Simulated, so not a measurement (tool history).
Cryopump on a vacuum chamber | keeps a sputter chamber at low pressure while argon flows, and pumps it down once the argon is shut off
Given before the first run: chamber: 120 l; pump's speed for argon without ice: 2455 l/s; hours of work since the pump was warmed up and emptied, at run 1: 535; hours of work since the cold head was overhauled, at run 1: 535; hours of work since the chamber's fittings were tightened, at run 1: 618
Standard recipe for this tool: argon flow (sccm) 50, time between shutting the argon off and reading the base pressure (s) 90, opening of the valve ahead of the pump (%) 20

run	hour	argon flow (sccm)	time between shutting the argon off and reading the base pressure (s)	opening of the valve ahead of the pump (%)	hours of work since the pump was warmed up and emptied	hours of work since the cold head was overhauled	hours of work since the chamber's fittings were tightened	pressure while argon flows (Pa)	pressure after the wait (uPa)
1	0	50	90	20	535	535	618	0.1808	0.76
2	38.6	50	90	20	566	566	649	0.1808	0.77
3	86.8	50	90	20	605	605	688	0.1811	0.82
4	155.5	50	90	20	661	661	744	0.1825	0.91
5	193.4	74	90	20	692	692	775	0.2726	0.9
6	243.4	50	147	20	733	733	816	0.1845	0.93
7	309.3	50	147	20	786	786	869	0.1832	0.94
# hour 350.3: pump warmed up, emptied and cooled again
8	372.5	50	90	32	18	834	917	0.1083	0.83
9	430.2	81	90	38	65	881	964	0.1487	0.89
10	477.6	59	65	24	104	919	1002	0.1695	0.96
11	557.8	32	29	60	169	984	1067	0.0392	1.35
12	594.1	32	29	60	198	1014	1097	0.0391	1.41
13	630.9	32	105	46	228	1044	1127	0.0506	1.01
14	706.8	62	192	19	290	1106	1189	0.2305	0.97
15	782.3	62	192	19	351	1167	1250	0.2305	1.03
16	834.9	62	192	19	394	1210	1293	0.2336	1.06

Measured minus without-hidden-state, run by run (identical run-to-run variation in each term; gauge scatter may differ):
Hidden conditions of the tool in this case: pump's speed, % of a pump's without ice; cold plate's temperature, K; leak into the chamber, uPa l/s; drift of the gauge itself on working_pa, %; drift of the gauge itself on base_upa, %.
run	pressure while argon flows (Pa)	pressure after the wait (uPa)
1	+0.0084	+0.46
2	+0.0088	+0.47
3	+0.0097	+0.52
4	+0.0109	+0.58
5	+0.0172	+0.61
6	+0.0127	+0.66
7	+0.0138	+0.7
8	+0.0007	+0.51
9	+0.0022	+0.55
10	+0.0023	+0.58
11	+0.0018	+0.64
12	+0.0021	+0.67
13	+0.0024	+0.69
14	+0.0058	+0.75
15	+0.0071	+0.81
16	+0.0081	+0.87
